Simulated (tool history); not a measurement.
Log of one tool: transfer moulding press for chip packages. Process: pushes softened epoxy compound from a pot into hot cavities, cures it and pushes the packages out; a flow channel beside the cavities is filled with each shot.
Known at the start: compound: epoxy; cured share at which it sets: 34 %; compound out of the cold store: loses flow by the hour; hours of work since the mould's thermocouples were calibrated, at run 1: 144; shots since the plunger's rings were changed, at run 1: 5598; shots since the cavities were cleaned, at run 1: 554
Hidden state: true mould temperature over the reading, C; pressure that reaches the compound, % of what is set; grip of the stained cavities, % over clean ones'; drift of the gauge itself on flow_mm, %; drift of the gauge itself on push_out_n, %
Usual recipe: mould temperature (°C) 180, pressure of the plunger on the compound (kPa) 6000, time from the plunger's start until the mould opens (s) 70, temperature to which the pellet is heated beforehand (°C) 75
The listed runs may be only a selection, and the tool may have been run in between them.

run	hour	mould temperature (°C)	pressure of the plunger on the compound (kPa)	time from the plunger's start until the mould opens (s)	temperature to which the pellet is heated beforehand (°C)	hours of work since the mould's thermocouples were calibrated	shots since the plunger's rings were changed	shots since the cavities were cleaned	incoming compound's hours out of the cold store	length that the compound runs in the flow channel (mm)	greatest force on the pins that push the packages out (N)
1	0	180	6000	70	75	144	5598	554	9.4	778	1006
# hour 4.7: cavities cleaned with cleaning compound and waxed
2	10.3	180	6670	70	75	151	5761	104	45.8	732	1055
3	21.2	180	6670	70	75	158	5962	305	23.6	789	1091
4	32.1	180	6670	70	75	166	6163	506	42.2	740	1039
# hour 39.5: cavities cleaned with cleaning compound and waxed
5	45	175	6000	70	75	175	6374	102	8.4	777	1189
# hour 50.8: cavities cleaned with cleaning compound and waxed, once more
6	57.3	175	6000	70	75	183	6573	120	43.8	695	1032
7	67.3	175	6000	70	75	190	6758	305	11.2	786	1275
# hour 73.8: plunger's sealing rings changed
# hour 87.7: cavities cleaned with cleaning compound and waxed
8	87.7	180	6000	70	75	202	228	0	35.3	787	675
9	99.9	186	6000	70	75	211	454	226	15.5	824	591
10	113.5	178	6430	70	80	220	706	478	14	885	1058
# hour 122.4: cavities cleaned with cleaning compound and waxed
11	128.5	178	6430	70	80	230	955	112	27.3	815	812
12	139.3	180	4520	70	82	238	1155	312	43.1	661	819

Estimate the outcome of run 13 from the log above:
# hour 156.5: cavities cleaned with cleaning compound and waxed
13	156.5	180	4520	70	82	249	1443	0	13.9	?	?

For run 13 the tool returned length that the compound runs in the flow channel (mm) 710, greatest force on the pins that push the packages out (N) 691.
Had the tool carried no hidden state, the very same run would have given length that the compound runs in the flow channel (mm) 729, greatest force on the pins that push the packages out (N) 707.
